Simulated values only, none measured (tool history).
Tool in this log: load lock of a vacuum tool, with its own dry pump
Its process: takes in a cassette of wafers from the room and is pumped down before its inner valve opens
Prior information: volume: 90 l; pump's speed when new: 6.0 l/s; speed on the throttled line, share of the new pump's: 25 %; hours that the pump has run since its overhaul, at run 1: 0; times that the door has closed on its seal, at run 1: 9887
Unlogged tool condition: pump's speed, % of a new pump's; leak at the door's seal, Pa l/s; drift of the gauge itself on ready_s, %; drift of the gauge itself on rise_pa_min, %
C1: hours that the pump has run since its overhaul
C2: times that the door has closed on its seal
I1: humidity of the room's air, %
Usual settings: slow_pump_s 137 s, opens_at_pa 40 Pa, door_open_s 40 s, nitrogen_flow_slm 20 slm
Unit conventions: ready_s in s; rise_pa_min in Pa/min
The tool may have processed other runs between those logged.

{"run": 1, "hour": 0.0, "slow_pump_s": 137, "opens_at_pa": 40, "door_open_s": 40, "nitrogen_flow_slm": 20, "C1": 0, "C2": 9887, "I1": 45.8, "ready_s": 219.1, "rise_pa_min": 0.053}
{"run": 2, "hour": 450.9, "slow_pump_s": 137, "opens_at_pa": 40, "door_open_s": 40, "nitrogen_flow_slm": 20, "C1": 451, "C2": 11377, "I1": 44.3, "ready_s": 220.1, "rise_pa_min": 0.052}
{"run": 3, "hour": 944.9, "slow_pump_s": 83, "opens_at_pa": 40, "door_open_s": 40, "nitrogen_flow_slm": 20, "C1": 945, "C2": 13009, "I1": 45.8, "ready_s": 181.6, "rise_pa_min": 0.064}
{"run": 4, "hour": 1491.1, "slow_pump_s": 137, "opens_at_pa": 40, "door_open_s": 199, "nitrogen_flow_slm": 20, "C1": 1491, "C2": 14814, "I1": 44.6, "ready_s": 221.9, "rise_pa_min": 0.13}
{"run": 5, "hour": 1822.5, "slow_pump_s": 137, "opens_at_pa": 40, "door_open_s": 199, "nitrogen_flow_slm": 20, "C1": 1822, "C2": 15909, "I1": 50.3, "ready_s": 222.6, "rise_pa_min": 0.151}
{"run": 6, "hour": 2340.6, "slow_pump_s": 137, "opens_at_pa": 40, "door_open_s": 40, "nitrogen_flow_slm": 14, "C1": 2341, "C2": 17621, "I1": 43.2, "ready_s": 221.8, "rise_pa_min": 0.072}
{"run": 7, "hour": 2793.2, "slow_pump_s": 137, "opens_at_pa": 40, "door_open_s": 40, "nitrogen_flow_slm": 14, "C1": 2793, "C2": 19116, "I1": 43.5, "ready_s": 224.9, "rise_pa_min": 0.076}
{"run": 8, "hour": 3368.7, "slow_pump_s": 137, "opens_at_pa": 40, "door_open_s": 40, "nitrogen_flow_slm": 14, "C1": 3369, "C2": 21018, "I1": 44.1, "ready_s": 224.9, "rise_pa_min": 0.08}
{"run": 9, "hour": 3776.6, "slow_pump_s": 70, "opens_at_pa": 40, "door_open_s": 40, "nitrogen_flow_slm": 20, "C1": 3777, "C2": 22365, "I1": 43.8, "ready_s": 178.2, "rise_pa_min": 0.088}
{"run": 10, "hour": 4114.7, "slow_pump_s": 93, "opens_at_pa": 31, "door_open_s": 72, "nitrogen_flow_slm": 10, "C1": 4115, "C2": 23482, "I1": 44.9, "ready_s": 198.2, "rise_pa_min": 0.111}
{"run": 11, "hour": 4467.9, "slow_pump_s": 93, "opens_at_pa": 31, "door_open_s": 72, "nitrogen_flow_slm": 10, "C1": 4468, "C2": 24650, "I1": 41.7, "ready_s": 200.5, "rise_pa_min": 0.108}
{"run": 12, "hour": 4814.4, "slow_pump_s": 137, "opens_at_pa": 40, "door_open_s": 172, "nitrogen_flow_slm": 20, "C1": 4814, "C2": 25794, "I1": 44.4, "ready_s": 229.3, "rise_pa_min": 0.147}
{"run": 13, "hour": 5301.7, "slow_pump_s": 240, "opens_at_pa": 38, "door_open_s": 172, "nitrogen_flow_slm": 4, "C1": 5302, "C2": 27404, "I1": 44.9, "ready_s": 303.2, "rise_pa_min": 0.188}
{"run": 14, "hour": 5655.9, "slow_pump_s": 240, "opens_at_pa": 38, "door_open_s": 172, "nitrogen_flow_slm": 4, "C1": 5656, "C2": 28575, "I1": 45.2, "ready_s": 304.0, "rise_pa_min": 0.19}
{"run": 15, "hour": 6057.1, "slow_pump_s": 137, "opens_at_pa": 61, "door_open_s": 40, "nitrogen_flow_slm": 7, "C1": 6057, "C2": 29900, "I1": 44.2, "ready_s": 222.9, "rise_pa_min": 0.117}
{"run": 16, "hour": 6346.0, "slow_pump_s": 140, "opens_at_pa": 40, "door_open_s": 183, "nitrogen_flow_slm": 9, "C1": 6346, "C2": 30855, "I1": 45.3, "ready_s": 233.6, "rise_pa_min": 0.192}
{"run": 17, "hour": 6932.6, "slow_pump_s": 137, "opens_at_pa": 62, "door_open_s": 40, "nitrogen_flow_slm": 6, "C1": 6933, "C2": 32793, "I1": 41.6, "ready_s": 224.5, "rise_pa_min": 0.126}
{"run": 18, "hour": 7436.6, "slow_pump_s": 137, "opens_at_pa": 62, "door_open_s": 40, "nitrogen_flow_slm": 6, "C1": 7437, "C2": 34459, "I1": 45.7, "ready_s": 228.4, "rise_pa_min": 0.131}

Forecast each of these 5 alternatives for the next run:
{"run": "A", "hour": 7736.9, "slow_pump_s": 147, "opens_at_pa": 62, "door_open_s": 40, "nitrogen_flow_slm": 6, "C1": 7737, "C2": 35451, "I1": 45.3, "ready_s": "?", "rise_pa_min": "?"}
{"run": "B", "hour": 7736.9, "slow_pump_s": 137, "opens_at_pa": 48, "door_open_s": 26, "nitrogen_flow_slm": 20, "C1": 7737, "C2": 35451, "I1": 45.2, "ready_s": "?", "rise_pa_min": "?"}
{"run": "C", "hour": 7736.9, "slow_pump_s": 82, "opens_at_pa": 62, "door_open_s": 40, "nitrogen_flow_slm": 9, "C1": 7737, "C2": 35451, "I1": 41.8, "ready_s": "?", "rise_pa_min": "?"}
{"run": "D", "hour": 7736.9, "slow_pump_s": 137, "opens_at_pa": 62, "door_open_s": 40, "nitrogen_flow_slm": 9, "C1": 7737, "C2": 35451, "I1": 48.3, "ready_s": "?", "rise_pa_min": "?"}
{"run": "E", "hour": 7736.9, "slow_pump_s": 245, "opens_at_pa": 32, "door_open_s": 92, "nitrogen_flow_slm": 6, "C1": 7737, "C2": 35451, "I1": 45.8, "ready_s": "?", "rise_pa_min": "?"}

run=A ready_s=232.0 rise_pa_min=0.139
run=B ready_s=231.6 rise_pa_min=0.123
run=C ready_s=186.4 rise_pa_min=0.136
run=D ready_s=230.2 rise_pa_min=0.138
run=E ready_s=316.3 rise_pa_min=0.174
With the hidden condition removed and each run's random variation left untouched, the same runs would have given:
run=A ready_s=220.2 rise_pa_min=0.040
run=B ready_s=218.3 rise_pa_min=0.026
run=C ready_s=172.1 rise_pa_min=0.037
run=D ready_s=217.8 rise_pa_min=0.039
run=E ready_s=306.6 rise_pa_min=0.076
